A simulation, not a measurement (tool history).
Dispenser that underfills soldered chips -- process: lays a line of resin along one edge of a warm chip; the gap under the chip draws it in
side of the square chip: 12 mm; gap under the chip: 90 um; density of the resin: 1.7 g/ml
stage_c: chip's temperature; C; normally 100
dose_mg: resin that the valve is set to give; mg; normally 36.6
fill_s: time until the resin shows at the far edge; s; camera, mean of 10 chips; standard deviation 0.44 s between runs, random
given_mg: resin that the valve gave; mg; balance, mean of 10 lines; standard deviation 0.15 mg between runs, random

run,hour,stage_c,dose_mg,fill_s,given_mg
1,0,100,36.6,31,36.59
2,5.1,95,36.6,45,36.34
# hour 8.6: new syringe of resin
3,10.1,100,36.6,33,36.1
4,13.6,100,36.6,36.6,36.56
# hour 17.2: new syringe of resin
5,19.7,100,34.4,33.8,34.08
6,22.4,98,34.4,40.7,33.99
# hour 26: new syringe of resin
7,26.3,98,34.4,35,33.69
8,30.3,96,36.6,42.8,36.21
# hour 34.7: new syringe of resin
9,34.9,96,36.6,38,36.29
10,38.8,110,36.4,23.1,35.89
# hour 43.4: new syringe of resin
11,44.1,86,36.4,60,35.89
12,50,112,35,23.2,34.6
# hour 52.1: new syringe of resin
13,55.2,112,35,21,34.62
14,59.1,93,35,52.7,34.38
# hour 60.8: new syringe of resin
15,63.1,93,35,44.7,34.33
16,66.9,101,41.1,34.7,40.01
# hour 69.7: new syringe of resin
17,70.5,101,41.1,31.4,40.24
18,76.4,101,41.1,37.4,39.94

Measured less the same run without the tool's hidden state. The same run-to-run variation is in both; the gauge's scatter may not be:
Hidden state present: resin's viscosity, % of fresh resin's; dose that the valve gives, % of what is set; true chip temperature over the reading, C; drift of the gauge itself on fill_s, %; drift of the gauge itself on given_mg, %.
run,fill_s,given_mg
1,-0.8,-0.12
2,+5.5,-0.17
3,+0.5,-0.21
4,+4.2,-0.26
5,+1.7,-0.28
6,+5,-0.31
7,-0.8,-0.33
8,+4,-0.4
9,-1.3,-0.44
10,+1.9,-0.46
11,+0,-0.51
12,+4,-0.54
13,+1.1,-0.59
14,+8.4,-0.62
15,+0.6,-0.64
16,+4.2,-0.79
17,+0.1,-0.83
18,+6.2,-0.87
